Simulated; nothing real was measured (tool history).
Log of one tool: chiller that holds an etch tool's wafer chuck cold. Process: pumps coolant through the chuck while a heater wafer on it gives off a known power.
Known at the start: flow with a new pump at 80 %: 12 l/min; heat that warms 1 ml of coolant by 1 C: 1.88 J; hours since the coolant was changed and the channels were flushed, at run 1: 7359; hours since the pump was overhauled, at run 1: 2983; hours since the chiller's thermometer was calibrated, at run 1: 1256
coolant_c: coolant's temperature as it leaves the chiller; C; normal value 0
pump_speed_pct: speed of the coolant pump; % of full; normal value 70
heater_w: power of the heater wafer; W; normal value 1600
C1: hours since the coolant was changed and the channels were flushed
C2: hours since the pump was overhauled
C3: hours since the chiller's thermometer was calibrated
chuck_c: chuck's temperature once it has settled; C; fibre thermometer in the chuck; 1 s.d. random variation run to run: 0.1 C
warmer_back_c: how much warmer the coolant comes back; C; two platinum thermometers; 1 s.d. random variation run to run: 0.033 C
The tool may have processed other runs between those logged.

{"run": 1, "day": 0.0, "coolant_c": 0, "pump_speed_pct": 70, "heater_w": 1600, "C1": 7359, "C2": 2983, "C3": 1256, "chuck_c": 14.1, "warmer_back_c": 4.87}
{"run": 2, "day": 3.462, "coolant_c": 1, "pump_speed_pct": 70, "heater_w": 1600, "C1": 7442, "C2": 3066, "C3": 1339, "chuck_c": 15.3, "warmer_back_c": 4.98}
{"run": 3, "day": 6.438, "coolant_c": -1, "pump_speed_pct": 70, "heater_w": 1600, "C1": 7514, "C2": 3137, "C3": 1411, "chuck_c": 13.5, "warmer_back_c": 4.97}
{"run": 4, "day": 9.55, "coolant_c": 0, "pump_speed_pct": 72, "heater_w": 1600, "C1": 7588, "C2": 3212, "C3": 1485, "chuck_c": 14.1, "warmer_back_c": 4.76}
{"run": 5, "day": 12.942, "coolant_c": 0, "pump_speed_pct": 72, "heater_w": 1600, "C1": 7670, "C2": 3294, "C3": 1567, "chuck_c": 14.0, "warmer_back_c": 4.9}
{"run": 6, "day": 14.712, "coolant_c": 1, "pump_speed_pct": 70, "heater_w": 1600, "C1": 7712, "C2": 3336, "C3": 1609, "chuck_c": 15.3, "warmer_back_c": 5.0}
{"run": 7, "day": 16.417, "coolant_c": -10, "pump_speed_pct": 95, "heater_w": 844, "C1": 7753, "C2": 3377, "C3": 1650, "chuck_c": -4.5, "warmer_back_c": 1.9}
{"run": 8, "day": 19.821, "coolant_c": 0, "pump_speed_pct": 67, "heater_w": 1600, "C1": 7835, "C2": 3459, "C3": 1732, "chuck_c": 14.8, "warmer_back_c": 5.22}
{"run": 9, "day": 22.962, "coolant_c": 0, "pump_speed_pct": 67, "heater_w": 1600, "C1": 7910, "C2": 3534, "C3": 1807, "chuck_c": 14.8, "warmer_back_c": 5.32}
{"run": 10, "day": 24.754, "coolant_c": 3, "pump_speed_pct": 72, "heater_w": 1600, "C1": 7953, "C2": 3577, "C3": 1850, "chuck_c": 16.9, "warmer_back_c": 4.85}
{"day": 27.175, "done": "coolant changed, channels flushed"}
{"run": 11, "day": 28.012, "coolant_c": -8, "pump_speed_pct": 72, "heater_w": 1111, "C1": 20, "C2": 3649, "C3": 1922, "chuck_c": 1.6, "warmer_back_c": 3.43}

Branching from run 11: 5 alternative next runs. What would each branch give?
{"run": "A", "day": 29.908, "coolant_c": 3, "pump_speed_pct": 77, "heater_w": 1111, "C1": 66, "C2": 3695, "C3": 1968, "chuck_c": "?", "warmer_back_c": "?"}
{"run": "B", "day": 29.908, "coolant_c": -7, "pump_speed_pct": 70, "heater_w": 980, "C1": 66, "C2": 3695, "C3": 1968, "chuck_c": "?", "warmer_back_c": "?"}
{"run": "C", "day": 29.908, "coolant_c": 7, "pump_speed_pct": 83, "heater_w": 2285, "C1": 66, "C2": 3695, "C3": 1968, "chuck_c": "?", "warmer_back_c": "?"}
{"run": "D", "day": 29.908, "coolant_c": -7, "pump_speed_pct": 66, "heater_w": 812, "C1": 66, "C2": 3695, "C3": 1968, "chuck_c": "?", "warmer_back_c": "?"}
{"run": "E", "day": 29.908, "coolant_c": 3, "pump_speed_pct": 72, "heater_w": 1111, "C1": 66, "C2": 3695, "C3": 1968, "chuck_c": "?", "warmer_back_c": "?"}

run=A chuck_c=12.1 warmer_back_c=3.23
run=B chuck_c=1.6 warmer_back_c=3.13
run=C chuck_c=24.4 warmer_back_c=5.92
run=D chuck_c=0.6 warmer_back_c=2.83
run=E chuck_c=12.6 warmer_back_c=3.46
Stripped of hidden state, with their random variation kept, the same runs would have yielded:
run=A chuck_c=12.1 warmer_back_c=3.10
run=B chuck_c=1.6 warmer_back_c=3.00
run=C chuck_c=24.4 warmer_back_c=5.79
run=D chuck_c=0.6 warmer_back_c=2.70
run=E chuck_c=12.6 warmer_back_c=3.33
